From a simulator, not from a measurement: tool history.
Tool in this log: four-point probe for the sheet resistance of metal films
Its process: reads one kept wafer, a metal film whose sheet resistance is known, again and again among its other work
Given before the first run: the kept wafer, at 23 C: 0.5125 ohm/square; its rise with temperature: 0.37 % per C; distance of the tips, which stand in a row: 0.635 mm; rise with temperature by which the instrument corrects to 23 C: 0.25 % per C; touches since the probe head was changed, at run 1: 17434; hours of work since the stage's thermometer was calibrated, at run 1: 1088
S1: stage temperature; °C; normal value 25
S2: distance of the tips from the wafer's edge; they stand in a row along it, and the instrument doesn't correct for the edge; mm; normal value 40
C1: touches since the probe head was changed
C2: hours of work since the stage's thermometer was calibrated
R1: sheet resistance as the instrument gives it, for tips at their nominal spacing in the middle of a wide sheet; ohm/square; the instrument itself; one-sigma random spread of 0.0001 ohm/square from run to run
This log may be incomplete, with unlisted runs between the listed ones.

{"run": 1, "day": 0.0, "S1": 25, "S2": 40, "C1": 17434, "C2": 1088, "R1": 0.51202}
{"run": 2, "day": 0.554, "S1": 25, "S2": 40, "C1": 17804, "C2": 1098, "R1": 0.511986}
{"run": 3, "day": 1.2, "S1": 32, "S2": 40, "C1": 18236, "C2": 1109, "R1": 0.516094}
{"run": 4, "day": 1.817, "S1": 32, "S2": 40, "C1": 18651, "C2": 1121, "R1": 0.515925}
{"run": 5, "day": 2.258, "S1": 25, "S2": 40, "C1": 18946, "C2": 1128, "R1": 0.511953}
{"run": 6, "day": 2.8, "S1": 25, "S2": 40, "C1": 19306, "C2": 1138, "R1": 0.51196}
{"run": 7, "day": 3.292, "S1": 25, "S2": 40, "C1": 19636, "C2": 1147, "R1": 0.511955}
{"run": 8, "day": 3.792, "S1": 25, "S2": 40, "C1": 19970, "C2": 1156, "R1": 0.511806}
{"run": 9, "day": 4.296, "S1": 35, "S2": 40, "C1": 20308, "C2": 1165, "R1": 0.517704}
{"run": 10, "day": 4.967, "S1": 35, "S2": 40, "C1": 20756, "C2": 1177, "R1": 0.517562}
{"run": 11, "day": 5.675, "S1": 35, "S2": 40, "C1": 21231, "C2": 1190, "R1": 0.517861}
{"run": 12, "day": 6.346, "S1": 35, "S2": 40, "C1": 21679, "C2": 1202, "R1": 0.517633}
{"run": 13, "day": 6.65, "S1": 35, "S2": 40, "C1": 21884, "C2": 1207, "R1": 0.517741}
{"run": 14, "day": 7.354, "S1": 32, "S2": 40, "C1": 22354, "C2": 1220, "R1": 0.516003}
{"run": 15, "day": 7.958, "S1": 32, "S2": 10, "C1": 22757, "C2": 1231, "R1": 0.51695}
{"run": 16, "day": 8.279, "S1": 25, "S2": 40, "C1": 22972, "C2": 1236, "R1": 0.511823}
{"run": 17, "day": 8.875, "S1": 25, "S2": 40, "C1": 23370, "C2": 1247, "R1": 0.512068}
{"run": 18, "day": 9.583, "S1": 25, "S2": 18, "C1": 23846, "C2": 1260, "R1": 0.512158}
{"run": 19, "day": 10.304, "S1": 25, "S2": 18, "C1": 24326, "C2": 1273, "R1": 0.512206}
{"run": 20, "day": 10.704, "S1": 27, "S2": 40, "C1": 24596, "C2": 1280, "R1": 0.513055}
{"run": 21, "day": 11.246, "S1": 27, "S2": 40, "C1": 24957, "C2": 1290, "R1": 0.513037}
{"run": 22, "day": 11.817, "S1": 19, "S2": 5, "C1": 25340, "C2": 1300, "R1": 0.512718}
{"run": 23, "day": 12.125, "S1": 29, "S2": 40, "C1": 25547, "C2": 1306, "R1": 0.514376}
{"day": 12.2, "done": "stage's thermometer calibrated"}
{"run": 24, "day": 12.583, "S1": 29, "S2": 40, "C1": 25837, "C2": 7, "R1": 0.514601}
{"run": 25, "day": 13.242, "S1": 24, "S2": 43, "C1": 26279, "C2": 19, "R1": 0.5116}
{"run": 26, "day": 13.754, "S1": 24, "S2": 43, "C1": 26622, "C2": 28, "R1": 0.511594}
{"run": 27, "day": 14.308, "S1": 24, "S2": 43, "C1": 26992, "C2": 38, "R1": 0.511684}
{"run": 28, "day": 14.717, "S1": 27, "S2": 5, "C1": 27265, "C2": 45, "R1": 0.517982}
{"run": 29, "day": 15.233, "S1": 27, "S2": 5, "C1": 27611, "C2": 54, "R1": 0.517888}
{"day": 15.85, "done": "stage's thermometer calibrated, once more"}
{"run": 30, "day": 15.946, "S1": 25, "S2": 16, "C1": 28074, "C2": 2, "R1": 0.511285}
{"run": 31, "day": 16.604, "S1": 33, "S2": 4, "C1": 28513, "C2": 14, "R1": 0.522378}
{"run": 32, "day": 17.325, "S1": 33, "S2": 46, "C1": 28995, "C2": 26, "R1": 0.515559}
{"run": 33, "day": 17.988, "S1": 21, "S2": 39, "C1": 29439, "C2": 38, "R1": 0.508289}
{"run": 34, "day": 18.367, "S1": 34, "S2": 40, "C1": 29693, "C2": 45, "R1": 0.516206}
{"run": 35, "day": 18.842, "S1": 34, "S2": 40, "C1": 30011, "C2": 54, "R1": 0.516205}
{"run": 36, "day": 19.338, "S1": 31, "S2": 29, "C1": 30343, "C2": 63, "R1": 0.51437}
{"run": 37, "day": 19.883, "S1": 31, "S2": 29, "C1": 30707, "C2": 72, "R1": 0.514488}
{"run": 38, "day": 20.212, "S1": 20, "S2": 8, "C1": 30929, "C2": 78, "R1": 0.509655}

Below are 4 alternative next runs, each starting from the tool's condition after run 38. Predict each:
{"run": "A", "day": 20.688, "S1": 26, "S2": 74, "C1": 31246, "C2": 87, "R1": "?"}
{"run": "B", "day": 20.688, "S1": 25, "S2": 17, "C1": 31246, "C2": 87, "R1": "?"}
{"run": "C", "day": 20.688, "S1": 24, "S2": 11, "C1": 31246, "C2": 87, "R1": "?"}
{"run": "D", "day": 20.688, "S1": 26, "S2": 23, "C1": 31246, "C2": 87, "R1": "?"}

run=A R1=0.511381
run=B R1=0.510992
run=C R1=0.511281
run=D R1=0.511412
Stripped of hidden state, with their random variation kept, the same runs would have yielded:
run=A R1=0.514287
run=B R1=0.513896
run=C R1=0.514186
run=D R1=0.514319

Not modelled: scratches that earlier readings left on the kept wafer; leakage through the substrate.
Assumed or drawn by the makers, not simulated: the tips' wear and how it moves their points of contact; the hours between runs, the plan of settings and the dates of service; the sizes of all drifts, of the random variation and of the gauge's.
